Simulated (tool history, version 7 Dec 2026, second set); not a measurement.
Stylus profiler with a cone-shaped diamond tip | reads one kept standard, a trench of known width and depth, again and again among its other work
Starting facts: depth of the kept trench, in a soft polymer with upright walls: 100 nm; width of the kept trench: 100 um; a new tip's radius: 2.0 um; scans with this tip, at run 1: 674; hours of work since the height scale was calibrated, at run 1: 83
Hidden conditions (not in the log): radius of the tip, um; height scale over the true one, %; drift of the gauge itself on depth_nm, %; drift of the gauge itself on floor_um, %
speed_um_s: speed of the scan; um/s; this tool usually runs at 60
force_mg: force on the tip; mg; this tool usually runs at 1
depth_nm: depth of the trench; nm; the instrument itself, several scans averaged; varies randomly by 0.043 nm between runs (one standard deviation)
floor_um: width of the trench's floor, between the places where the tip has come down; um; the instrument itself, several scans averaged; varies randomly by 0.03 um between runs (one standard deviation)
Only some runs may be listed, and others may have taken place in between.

run	day	speed_um_s	force_mg	scans with this tip	hours of work since the height scale was calibrated	depth_nm	floor_um
1	0	60	1	674	83	100.72	98.39
2	0.925	60	1	778	95	100.67	98.39
3	1.812	60	1.05	879	108	100.86	98.41
4	2.533	60	1.05	961	118	100.73	98.43
5	2.983	60	1.05	1012	124	100.72	98.39
6	3.608	60	1	1082	133	100.76	98.39
7	4.458	60	1	1179	144	100.74	98.43
8	5.154	60	1	1258	154	100.68	98.4
9	6.017	24	1	1355	166	100.67	98.56
10	6.7	60	1	1433	175	100.71	98.44
11	7.471	60	1	1520	186	100.73	98.41
12	8.475	60	1	1634	200	100.66	98.46
13	9.225	60	1	1719	210	100.67	98.37
14	9.792	42	1	1783	218	100.69	98.48
15	10.375	42	1	1849	226	100.66	98.53
16	11.067	42	1	1928	236	100.75	98.5
17	11.725	42	1	2002	245	100.63	98.47
18	12.471	60	1	2087	256	100.66	98.36
19	13.479	60	1	2201	269	100.74	98.39
20	14.133	55	1	2275	279	100.67	98.47
21	15.067	55	0.8	2381	291	100.54	98.4
22	15.908	83	0.95	2476	303	100.6	98.3
23	16.825	119	0.86	2580	316	100.59	98.03
24	17.583	119	0.4	2666	326	100.23	97.72
25	18.425	55	0.69	2761	338	100.5	98.29
26	19.046	55	0.69	2832	347	100.41	98.33
27	19.467	222	2.74	2880	353	101.32	97.97
28	20.379	222	2.74	2983	365	101.41	98.02
29	21.329	222	2.74	3090	378	101.37	97.97
30	22.079	48	1.54	3176	389	100.87	98.47
31	22.9	19	0.73	3268	400	100.48	98.54
32	23.404	47	0.84	3325	407	100.55	98.4
33	24.088	47	0.84	3403	417	100.47	98.37
34	24.908	80	1.49	3496	428	100.75	98.3
35	25.862	80	1.49	3604	441	100.87	98.34
36	26.292	80	1.49	3653	447	100.86	98.27
37	27.25	60	2.44	3761	460	101.22	98.49
38	27.862	114	0.51	3831	469	100.35	97.83
39	28.754	73	0.86	3932	481	100.5	98.3
40	29.604	73	0.86	4028	493	100.53	98.22

For some of the steps in depth_nm from one run to the next: how much would appear even if the tool had no hidden state, given the settings, what came in and random variation, and how much remains for the hidden state plus any gauge scatter that the measured result and the result without hidden state don't share?
Run 2 -> 3: force_mg 1 -> 1.05. depth_nm +0.19 nm: hidden state -0.01, all else +0.2.
Run 4 -> 5: nothing adjusted, nothing logged. depth_nm -0.01 nm: hidden state -0.01, all else +0.
Run 5 -> 6: force_mg 1.05 -> 1. depth_nm +0.04 nm: hidden state +0.01, all else +0.03.
Run 26 -> 27: speed_um_s 55 -> 222, force_mg 0.69 -> 2.74. depth_nm +0.91 nm: hidden state +0, all else +0.91.
Run 29 -> 30: speed_um_s 222 -> 48, force_mg 2.74 -> 1.54. depth_nm -0.5 nm: hidden state +0, all else -0.5.
Run 37 -> 38: speed_um_s 60 -> 114, force_mg 2.44 -> 0.51. depth_nm -0.87 nm: hidden state +0, all else -0.87.

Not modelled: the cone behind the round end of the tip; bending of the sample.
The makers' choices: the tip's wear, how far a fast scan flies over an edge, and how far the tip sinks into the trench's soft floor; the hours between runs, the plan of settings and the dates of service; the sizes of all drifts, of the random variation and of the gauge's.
